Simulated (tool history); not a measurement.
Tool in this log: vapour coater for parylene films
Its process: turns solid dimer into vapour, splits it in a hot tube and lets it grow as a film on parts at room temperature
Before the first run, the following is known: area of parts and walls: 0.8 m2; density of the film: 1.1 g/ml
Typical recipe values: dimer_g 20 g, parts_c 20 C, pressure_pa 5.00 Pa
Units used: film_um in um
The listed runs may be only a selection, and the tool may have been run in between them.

run     day  dimer_g  parts_c  pressure_pa  film_um
  1   0.000       20       20         5.00    12.67
  2   1.354       20       20         5.00    12.63
  3   2.633       20       20         5.00    12.67
  4   4.654       20       20         5.00    12.44
  5   6.358       20       20         5.00    12.29
  6   7.538       20       20         5.00    12.45
      8.312  -- table's thermometer calibrated
  7   8.796       20       18         5.00    14.12
  8  11.038       20       20        11.40    10.60
  9  12.254       20       20        11.40    10.56
 10  13.758       20       20        11.40    10.61
 11  16.283       20       20        11.40    10.53
 12  18.367       20       20        11.40    10.52
 13  20.679       20       20         9.43    10.79
 14  22.721       20       20         9.43    10.91
 15  25.321       20       20         9.43    10.64
     26.308  -- trap's valve overhauled
 16  26.904       20       20         9.43    10.62
 17  28.412       20       20         9.43    10.35
 18  29.579       20       20         9.43    10.41
 19  31.154       20       20         9.43    10.55
 20  32.479       20       20         9.43    10.36
 21  34.104       20       20         9.43    10.35
 22  35.321       20       20         9.43    10.36
 23  37.808       20       22         5.00    10.95
 24  39.871        9       19         5.25     5.50
 25  42.125       20       13         4.78    15.83
     42.512  -- trap's valve overhauled, once more
 26  44.400        9       21         5.00     5.78
 27  47.242       10       14         5.00     8.24
 28  48.467        9       14         5.00     7.45
 29  50.754       20       20         5.00    12.89
 30  52.271       26       13         5.00    21.99
 31  54.658       16       16         5.78    11.79
 32  56.000       12       26         6.69     5.64
 33  58.046       12       26         6.69     5.67
 34  59.842       22       20         9.34    12.08
 35  62.312       22       20         9.34    12.06
 36  65.071       22       20         9.34    12.04
 37  66.308       20       12         5.00    17.39
 38  67.721       20       29         5.00     8.56
 39  70.350       20       29         5.00     8.63
 40  71.583       20       20         8.25    10.93
     74.146  -- table's thermometer calibrated
 41  74.171       20       20         4.57    13.06
 42  76.742       30       15         4.50    24.04
 43  77.917        8       25         3.89     4.41
     78.962  -- trap's valve overhauled
 44  79.825        8       25         3.89     4.73
 45  81.458       11       18         2.39     9.46

Had the tool no unlogged condition, and each run kept its random variation, what would the results have been?
Unlogged tool condition in this case: vapour lost through the trap's worn valve, %; true temperature of the parts over the reading, C; drift of the gauge itself on film_um, %.
run  film_um
  1    13.54
  2    13.54
  3    13.62
  4    13.44
  5    13.32
  6    13.53
  7    14.65
  8    11.05
  9    11.04
 10    11.13
 11    11.10
 12    11.15
 13    11.50
 14    11.69
 15    11.46
 16    11.66
 17    11.41
 18    11.50
 19    11.70
 20    11.54
 21    11.56
 22    11.61
 23    12.33
 24     6.23
 25    18.01
 26     5.90
 27     8.47
 28     7.68
 29    13.36
 30    22.85
 31    12.32
 32     5.91
 33     5.97
 34    12.77
 35    12.82
 36    12.87
 37    18.66
 38     9.21
 39     9.34
 40    11.86
 41    13.60
 42    25.17
 43     4.63
 44     4.71
 45     9.46

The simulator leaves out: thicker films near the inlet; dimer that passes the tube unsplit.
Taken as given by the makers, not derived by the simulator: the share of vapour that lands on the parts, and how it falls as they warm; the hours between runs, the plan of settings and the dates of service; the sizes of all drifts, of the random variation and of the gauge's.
